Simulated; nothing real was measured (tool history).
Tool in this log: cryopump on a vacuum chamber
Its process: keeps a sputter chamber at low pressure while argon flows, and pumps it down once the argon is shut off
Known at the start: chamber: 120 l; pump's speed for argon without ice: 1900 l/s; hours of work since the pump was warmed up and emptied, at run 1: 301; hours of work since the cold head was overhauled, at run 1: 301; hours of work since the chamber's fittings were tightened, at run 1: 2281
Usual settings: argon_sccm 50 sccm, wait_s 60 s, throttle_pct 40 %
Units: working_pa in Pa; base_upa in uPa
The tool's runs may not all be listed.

| run | hour | argon_sccm | wait_s | throttle_pct | hours of work since the pump was warmed up and emptied | hours of work since the cold head was overhauled | hours of work since the chamber's fittings were tightened | working_pa | base_upa |
|---|---|---|---|---|---|---|---|---|---|
| 1 | 0.0 | 50 | 60 | 40 | 301 | 301 | 2281 | 0.1146 | 1.94 |
| 2 | 12.5 | 50 | 60 | 40 | 309 | 309 | 2288 | 0.1139 | 1.95 |
| 3 | 21.4 | 50 | 163 | 40 | 314 | 314 | 2294 | 0.1143 | 1.75 |
| 4 | 33.5 | 50 | 60 | 40 | 321 | 321 | 2301 | 0.1140 | 1.98 |
| 5 | 49.2 | 50 | 77 | 40 | 330 | 330 | 2310 | 0.1138 | 1.96 |
| 6 | 63.2 | 50 | 77 | 40 | 339 | 339 | 2319 | 0.1141 | 1.95 |
|  | 66.4 | leaking fittings of the chamber tightened, without venting |
| 7 | 79.7 | 24 | 41 | 31 | 347 | 347 | 8 | 0.0699 | 0.58 |
| 8 | 95.6 | 21 | 60 | 16 | 357 | 357 | 17 | 0.1184 | 0.48 |
| 9 | 105.3 | 21 | 60 | 16 | 363 | 363 | 23 | 0.1171 | 0.51 |

Expected results for the next run?
| 10 | 120.4 | 62 | 94 | 40 | 371 | 371 | 32 | ? | ? |

{"run 10": {"working_pa": 0.1411, "base_upa": 0.41}}
Had the tool carried no hidden state, the very same run would have given working_pa 0.1363 Pa, base_upa 0.36 uPa.
